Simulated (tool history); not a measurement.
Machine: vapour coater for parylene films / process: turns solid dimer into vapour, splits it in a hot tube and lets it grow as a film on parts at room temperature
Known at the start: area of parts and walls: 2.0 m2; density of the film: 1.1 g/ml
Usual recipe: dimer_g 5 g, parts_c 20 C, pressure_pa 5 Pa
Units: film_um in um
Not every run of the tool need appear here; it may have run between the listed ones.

{"run": 1, "hour": 0.0, "dimer_g": 5, "parts_c": 20, "pressure_pa": 5, "film_um": 1.874}
{"run": 2, "hour": 49.9, "dimer_g": 5, "parts_c": 20, "pressure_pa": 5, "film_um": 1.866}
{"run": 3, "hour": 120.6, "dimer_g": 5, "parts_c": 20, "pressure_pa": 5, "film_um": 1.851}
{"run": 4, "hour": 161.7, "dimer_g": 5, "parts_c": 20, "pressure_pa": 5, "film_um": 1.856}
{"run": 5, "hour": 227.0, "dimer_g": 5, "parts_c": 20, "pressure_pa": 5, "film_um": 1.856}
{"run": 6, "hour": 266.9, "dimer_g": 5, "parts_c": 20, "pressure_pa": 5, "film_um": 1.84}
{"run": 7, "hour": 319.5, "dimer_g": 6, "parts_c": 20, "pressure_pa": 5, "film_um": 2.198}
{"run": 8, "hour": 365.7, "dimer_g": 6, "parts_c": 20, "pressure_pa": 5, "film_um": 2.162}
{"run": 9, "hour": 424.1, "dimer_g": 6, "parts_c": 20, "pressure_pa": 5, "film_um": 2.192}
{"run": 10, "hour": 465.7, "dimer_g": 5, "parts_c": 20, "pressure_pa": 5, "film_um": 1.814}
{"run": 11, "hour": 509.8, "dimer_g": 5, "parts_c": 12, "pressure_pa": 5, "film_um": 2.113}
{"run": 12, "hour": 559.6, "dimer_g": 5, "parts_c": 12, "pressure_pa": 5, "film_um": 2.11}
{"run": 13, "hour": 632.1, "dimer_g": 5, "parts_c": 12, "pressure_pa": 5, "film_um": 2.08}
{"run": 14, "hour": 666.0, "dimer_g": 5, "parts_c": 16, "pressure_pa": 5, "film_um": 1.928}
{"run": 15, "hour": 703.2, "dimer_g": 5, "parts_c": 20, "pressure_pa": 5.57, "film_um": 1.675}
{"run": 16, "hour": 771.5, "dimer_g": 5, "parts_c": 20, "pressure_pa": 5.57, "film_um": 1.67}
{"run": 17, "hour": 814.9, "dimer_g": 5, "parts_c": 20, "pressure_pa": 5.57, "film_um": 1.803}
{"run": 18, "hour": 854.4, "dimer_g": 6, "parts_c": 30, "pressure_pa": 5.57, "film_um": 1.578}
{"run": 19, "hour": 909.8, "dimer_g": 4, "parts_c": 27, "pressure_pa": 5.57, "film_um": 1.148}
{"run": 20, "hour": 945.2, "dimer_g": 4, "parts_c": 27, "pressure_pa": 5.57, "film_um": 1.146}
{"run": 21, "hour": 1003.6, "dimer_g": 4, "parts_c": 23, "pressure_pa": 2.63, "film_um": 1.441}
{"run": 22, "hour": 1075.1, "dimer_g": 4, "parts_c": 23, "pressure_pa": 2.63, "film_um": 1.443}

Not shown: 3 entries that the log had between the listed runs. Between which runs, and how does the tool's hidden state differ before and after?
Between runs 8 and 9: table's thermometer calibrated (hour 398.5)
  vapour lost through the trap's worn valve, %: 3.7 -> 4.3; true temperature of the parts over the reading, C: -1.19 -> -1.61
  difference, measured minus the result without the unlogged condition, film_um: -0.001 -> +0.015 um
Between runs 10 and 11: table's thermometer calibrated, once more (hour 509.8)
  vapour lost through the trap's worn valve, %: 4.7 -> 5.2; true temperature of the parts over the reading, C: -1.65 -> -0.01
  difference, measured minus the result without the unlogged condition, film_um: +0.006 -> -0.116 um
Between runs 16 and 17: trap's valve overhauled (hour 800)
  vapour lost through the trap's worn valve, %: 7.7 -> 0.4; true temperature of the parts over the reading, C: -0.21 -> -0.24
  difference, measured minus the result without the unlogged condition, film_um: -0.126 -> +0.006 um
